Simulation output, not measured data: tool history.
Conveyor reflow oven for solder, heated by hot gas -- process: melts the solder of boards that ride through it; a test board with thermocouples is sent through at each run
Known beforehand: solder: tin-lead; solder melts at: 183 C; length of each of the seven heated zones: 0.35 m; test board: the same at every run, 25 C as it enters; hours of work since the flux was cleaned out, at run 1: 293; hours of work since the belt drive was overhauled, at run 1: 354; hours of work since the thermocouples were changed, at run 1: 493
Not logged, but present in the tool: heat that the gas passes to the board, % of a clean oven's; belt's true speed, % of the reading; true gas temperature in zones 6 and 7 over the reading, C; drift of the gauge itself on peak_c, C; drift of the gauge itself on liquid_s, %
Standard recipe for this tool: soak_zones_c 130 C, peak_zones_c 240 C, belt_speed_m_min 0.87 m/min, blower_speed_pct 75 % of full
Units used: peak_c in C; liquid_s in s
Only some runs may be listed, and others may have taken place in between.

run,hour,soak_zones_c,peak_zones_c,belt_speed_m_min,blower_speed_pct,hours of work since the flux was cleaned out,hours of work since the belt drive was overhauled,hours of work since the thermocouples were changed,peak_c,liquid_s
1,0,130,240,0.87,75,293,354,493,215.6,32.8
2,9.4,130,240,0.87,75,300,361,500,215.6,33
3,21.9,130,240,0.87,63,310,370,510,211.9,30.8
4,35.5,130,240,0.87,63,320,381,520,211.7,30.5
5,49.1,130,240,0.87,75,330,391,530,215.1,32.8
6,62.9,130,250,0.87,75,341,401,541,222.5,36.6
7,76.9,130,250,0.87,75,351,412,551,222.4,36.3
8,85.6,130,240,0.87,77,358,418,558,215.1,32.4
9,92.3,130,240,0.87,75,363,423,563,213.8,32.1
10,102.1,130,240,0.765,75,370,431,570,219,40.1
# hour 112.3: flux residue cleaned out of gas plates and filters
11,114.6,130,240,0.765,75,2,436,576,222.7,42.6
12,124.6,130,240,0.87,75,9,444,583,218.3,35.2
13,138.9,130,240,0.87,52,20,455,594,211.2,30.6
14,151.3,130,240,0.87,75,29,464,603,218.2,35
15,165.1,130,240,0.87,75,40,474,614,218.2,34.5
16,171.6,130,240,0.87,75,45,479,619,218.3,35.1
17,178.7,139,234,0.992,75,50,484,624,210.7,28
18,187,142,244,0.931,89,56,491,630,223.5,37.7
19,194.5,142,244,0.931,89,62,496,636,223.9,37.3
20,209.8,142,244,0.931,89,73,508,647,224.2,37.6
21,218.3,139,240,0.87,76,80,514,654,219.8,37.2
22,232.2,130,244,0.87,55,90,525,664,214.9,32.4
# hour 237.4: thermocouples of zones 6 and 7 changed
23,241.7,127,244,0.87,57,96,530,3,215.5,32.3
24,254.7,132,249,0.737,54,106,540,13,226.9,46.1
25,261.5,132,249,0.737,54,111,545,18,226.7,46.1
26,275.2,134,249,0.805,54,121,556,28,223.7,40.8
27,282.3,130,240,1,75,126,561,34,212.1,26.6
28,294.8,134,233,1,75,136,570,43,207.3,25.3
29,310.2,134,233,1,75,147,582,55,207.9,24.7
30,319.9,122,236,0.87,75,155,589,62,212.4,30

The logged runs with the hidden state left out (each run's random variation unchanged):
run,peak_c,liquid_s
1,220.6,35.5
2,220.8,35.8
3,217,33.8
4,216.9,33.7
5,220.7,35.8
6,228.6,39.2
7,228.6,38.9
8,221.2,35.7
9,220,35.5
10,224.7,43.1
11,224.3,43
12,219.9,35.7
13,212.8,31.3
14,220.2,35.7
15,220.3,35.3
16,220.5,35.9
17,212.9,29
18,225.9,38.3
19,226.4,38
20,226.9,38.3
21,222.4,38.2
22,217.6,33.7
23,217.3,33.1
24,228.6,46.6
25,228.5,46.6
26,225.8,41.4
27,214.7,27.9
28,209.9,26.9
29,210.7,26.3
30,215.4,31.6

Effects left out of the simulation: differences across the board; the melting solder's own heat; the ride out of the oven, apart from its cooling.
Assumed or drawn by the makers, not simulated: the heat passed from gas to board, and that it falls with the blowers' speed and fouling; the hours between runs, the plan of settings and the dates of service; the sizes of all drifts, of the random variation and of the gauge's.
